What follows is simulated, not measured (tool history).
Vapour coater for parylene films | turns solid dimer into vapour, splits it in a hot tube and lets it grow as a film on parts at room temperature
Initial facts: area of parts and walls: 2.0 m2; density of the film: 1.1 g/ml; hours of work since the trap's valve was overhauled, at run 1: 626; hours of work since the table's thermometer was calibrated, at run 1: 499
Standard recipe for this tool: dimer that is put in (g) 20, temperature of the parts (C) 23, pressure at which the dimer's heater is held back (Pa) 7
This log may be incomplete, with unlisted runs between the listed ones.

run	hour	dimer that is put in (g)	temperature of the parts (C)	pressure at which the dimer's heater is held back (Pa)	hours of work since the trap's valve was overhauled	hours of work since the table's thermometer was calibrated	thickness of the film (µm)
1	0	20	23	7	626	499	4.15
2	33.3	34	23	7	645	518	7.02
3	66.6	20	23	2.34	664	537	4.43
# hour 73.9: trap's valve overhauled
4	105.3	20	23	2.34	18	557	5.14
5	135.3	20	23	2.34	35	574	5.15
6	176.6	20	23	2.34	58	597	5.12
7	195.7	20	23	2.34	69	608	5.06
8	220	24	23	7	83	622	5.65
9	262.9	20	23	7	108	647	4.7
10	282.1	20	23	7	119	658	4.75
11	315.2	20	23	7	137	676	4.65
12	347	20	23	7	155	695	4.69
13	377.9	20	25	7	173	712	4.32
14	398.9	20	25	7	185	724	4.26
15	420.4	20	25	7	197	736	4.23
16	447.3	20	25	7	213	752	4.19
17	491.3	20	25	7	238	777	4.18
18	515.1	20	25	7	251	790	4.17
19	533.2	27	25	7	261	801	5.65
20	552.4	27	25	7	272	811	5.64
21	593.4	27	25	7	296	835	5.62
22	621.5	13	25	2.32	312	851	2.87
23	648.9	13	25	2.32	327	866	2.9
24	691	13	25	2.32	351	890	2.87
25	711.2	13	25	2.32	363	902	2.87
26	750.4	13	25	2.32	385	924	2.83
27	777.7	13	25	2.32	401	940	2.78
28	807.7	16	34	5.38	418	957	2.27
29	849.7	17	17	4.94	442	981	4.88
30	891.6	35	23	2.09	465	1004	8.15
31	931	35	23	2.09	488	1027	8.2
32	952	17	21	4.18	500	1039	4.08
33	973.6	19	22	6.03	512	1051	4.29
34	1009.1	21	23	7	532	1071	4.5

Consider 5 possible next runs. They are alternatives, not a sequence: every one starts from the tool as it was left by run 34. What does each give?
A	1042.4	20	23	8.9	551	1090	?
B	1042.4	21	23	6.41	551	1090	?
C	1042.4	20	23	2.59	551	1090	?
D	1042.4	22	25	3.95	551	1090	?
E	1042.4	18	18	9.94	551	1090	?

run	thickness of the film (µm)
A	4.13
B	4.41
C	4.46
D	4.44
E	4.53
With no hidden state in the tool, these same runs would have given:
run	thickness of the film (µm)
A	4.73
B	5.04
C	5.1
D	5.08
E	5.18
